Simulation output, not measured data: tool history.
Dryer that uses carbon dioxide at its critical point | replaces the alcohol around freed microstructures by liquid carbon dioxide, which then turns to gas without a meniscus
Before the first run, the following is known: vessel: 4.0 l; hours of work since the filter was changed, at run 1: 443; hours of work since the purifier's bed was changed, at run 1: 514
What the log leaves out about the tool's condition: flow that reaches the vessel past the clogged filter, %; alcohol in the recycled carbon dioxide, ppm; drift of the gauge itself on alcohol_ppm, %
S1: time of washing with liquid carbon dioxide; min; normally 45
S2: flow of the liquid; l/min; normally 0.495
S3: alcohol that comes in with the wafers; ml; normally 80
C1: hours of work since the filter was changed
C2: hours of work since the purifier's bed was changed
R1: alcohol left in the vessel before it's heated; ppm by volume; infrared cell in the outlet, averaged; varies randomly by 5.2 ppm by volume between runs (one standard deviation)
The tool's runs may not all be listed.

| run | day | S1 | S2 | S3 | C1 | C2 | R1 |
|---|---|---|---|---|---|---|---|
| 1 | 0 | 45 | 0.495 | 80 | 443 | 514 | 254 |
| 2 | 1.304 | 45 | 0.495 | 80 | 466 | 536 | 271 |
| 3 | 2.838 | 45 | 0.574 | 80 | 492 | 562 | 166 |
|  | 3.012 | inlet filter changed |
| 4 | 4.125 | 45 | 0.495 | 27 | 19 | 583 | 115 |
| 5 | 5.117 | 45 | 0.495 | 27 | 36 | 600 | 103 |
| 6 | 7.204 | 45 | 0.806 | 80 | 71 | 636 | 86 |
| 7 | 9.212 | 45 | 0.495 | 71 | 105 | 670 | 185 |
| 8 | 10.838 | 35 | 0.495 | 71 | 133 | 697 | 406 |
| 9 | 11.888 | 45 | 0.495 | 80 | 151 | 715 | 215 |
| 10 | 13 | 45 | 0.495 | 80 | 169 | 734 | 221 |
| 11 | 14.308 | 45 | 0.495 | 80 | 192 | 756 | 223 |
| 12 | 16.046 | 45 | 0.63 | 80 | 221 | 786 | 131 |
| 13 | 17.533 | 28 | 0.495 | 80 | 246 | 811 | 1015 |
| 14 | 18.767 | 28 | 0.495 | 80 | 267 | 832 | 1049 |
| 15 | 20.446 | 45 | 0.495 | 24 | 296 | 860 | 162 |
| 16 | 21.288 | 45 | 0.495 | 27 | 310 | 875 | 160 |
| 17 | 22.212 | 45 | 0.371 | 80 | 326 | 890 | 668 |
| 18 | 23.508 | 45 | 0.405 | 80 | 348 | 912 | 532 |
| 19 | 24.508 | 45 | 0.405 | 80 | 365 | 929 | 533 |
|  | 24.862 | purifier's bed changed |
| 20 | 26.654 | 45 | 0.405 | 80 | 399 | 30 | 454 |
| 21 | 27.742 | 45 | 0.405 | 80 | 418 | 49 | 437 |
| 22 | 29.796 | 56 | 0.724 | 50 | 453 | 84 | 13 |
| 23 | 31.133 | 32 | 0.331 | 79 | 475 | 106 | 2334 |
|  | 32.296 | inlet filter changed |
| 24 | 33.079 | 32 | 0.331 | 79 | 13 | 139 | 1611 |
| 25 | 35.046 | 53 | 0.495 | 28 | 47 | 172 | 38 |
| 26 | 36.771 | 53 | 0.495 | 28 | 76 | 201 | 48 |
| 27 | 37.729 | 38 | 0.495 | 28 | 92 | 218 | 116 |
| 28 | 38.796 | 27 | 0.546 | 28 | 110 | 236 | 259 |
| 29 | 39.712 | 46 | 0.326 | 80 | 126 | 251 | 666 |
| 30 | 40.967 | 28 | 0.329 | 80 | 147 | 273 | 2394 |
| 31 | 43.046 | 68 | 0.658 | 35 | 182 | 308 | 37 |
| 32 | 44.771 | 68 | 0.658 | 35 | 212 | 337 | 57 |
| 33 | 45.954 | 68 | 0.658 | 35 | 232 | 357 | 50 |
| 34 | 47.188 | 71 | 0.74 | 105 | 253 | 378 | 47 |
| 35 | 48.833 | 71 | 0.74 | 105 | 281 | 406 | 49 |
| 36 | 49.838 | 35 | 0.372 | 105 | 298 | 423 | 1583 |
| 37 | 50.746 | 38 | 0.372 | 105 | 313 | 439 | 1272 |
| 38 | 52.733 | 38 | 0.372 | 105 | 347 | 472 | 1383 |
| 39 | 54.329 | 38 | 0.372 | 105 | 374 | 499 | 1362 |
| 40 | 55.762 | 28 | 0.489 | 96 | 398 | 524 | 1398 |
| 41 | 57.817 | 45 | 0.599 | 20 | 433 | 559 | 85 |

Hidden condition of the tool, last listed run before each entry between runs versus first listed run after:
Run 3 -> run 4: inlet filter changed (day 3.012)
  flow that reaches the vessel past the clogged filter, %: 84.9 -> 99; alcohol in the recycled carbon dioxide, ppm: 74.6 -> 77
  measured less the result without the state, R1: +127 -> +73 ppm by volume
Run 19 -> run 20: purifier's bed changed (day 24.862)
  flow that reaches the vessel past the clogged filter, %: 87.7 -> 86.6; alcohol in the recycled carbon dioxide, ppm: 117.7 -> 9.5
  measured less the result without the state, R1: +288 -> +201 ppm by volume
Run 23 -> run 24: inlet filter changed (day 32.296)
  flow that reaches the vessel past the clogged filter, %: 84.2 -> 99.4; alcohol in the recycled carbon dioxide, ppm: 18.6 -> 22.4
  measured less the result without the state, R1: +783 -> +44 ppm by volume
